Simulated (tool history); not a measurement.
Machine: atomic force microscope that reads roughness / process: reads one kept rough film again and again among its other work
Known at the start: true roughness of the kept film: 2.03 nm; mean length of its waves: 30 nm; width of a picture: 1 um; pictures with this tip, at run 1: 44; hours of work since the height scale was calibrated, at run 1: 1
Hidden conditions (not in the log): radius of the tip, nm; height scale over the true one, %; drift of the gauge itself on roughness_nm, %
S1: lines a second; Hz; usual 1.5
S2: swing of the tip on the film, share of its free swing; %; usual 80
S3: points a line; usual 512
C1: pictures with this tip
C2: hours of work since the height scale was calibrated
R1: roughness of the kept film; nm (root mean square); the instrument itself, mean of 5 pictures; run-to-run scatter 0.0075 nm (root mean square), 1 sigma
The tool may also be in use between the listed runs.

run    day    S1  S2    S3   C1   C2     R1
  1      0   1.5  80   512   44    1  1.461
  2  0.446   1.5  80   512   56    8  1.425
  3  0.846   1.5  80   429   67   13    1.4
  4  1.304   1.5  80   429   80   20  1.371
  5  1.633   1.5  80   512   90   25   1.35
  6  2.096   1.5  80   418  103   32  1.328
  7    2.6   1.5  80   418  117   39  1.284
  8  3.067   1.5  80   418  130   46  1.277
  9  3.612   1.5  80   418  145   54  1.247
     3.733  -- new tip fitted
 10  4.083  1.89  80   512    9   60  1.498
 11  4.354  1.89  80   512   17   64  1.492
 12  4.654  1.89  80   512   25   69  1.468
 13  5.196  1.89  80   512   41   76  1.426
 14  5.738  3.97  73   549   56   84  1.282
 15  6.162  0.85  72   512   68   91  1.552
 16  6.392  0.88  87   855   74   94  1.419
 17  6.808  2.07  90   855   86  100  1.189
 18  7.338  2.07  68  1022  101  108   1.39
 19  7.575   1.5  83   818  107  111  1.287
 20  8.104  1.98  63   862  122  119  1.395
 21  8.471  1.98  63   862  132  124  1.367
 22  8.867   1.5  61   512  143  130  1.376
     9.012  -- new tip fitted
 23  9.217   1.5  61   512    6  135  1.739

Consider 3 possible next runs. They are alternatives, not a sequence: every one starts from the tool as it was left by run 23. What does each give?
  A  9.758   1.5  80  433  21  143   ?
  B  9.758  3.73  80  509  21  143   ?
  C  9.758   1.5  86  512  21  143   ?

run     R1
  A  1.537
  B  1.283
  C   1.48
Without the tool's unlogged condition, the same runs would have read:
run     R1
  A  1.598
  B  1.334
  C  1.538

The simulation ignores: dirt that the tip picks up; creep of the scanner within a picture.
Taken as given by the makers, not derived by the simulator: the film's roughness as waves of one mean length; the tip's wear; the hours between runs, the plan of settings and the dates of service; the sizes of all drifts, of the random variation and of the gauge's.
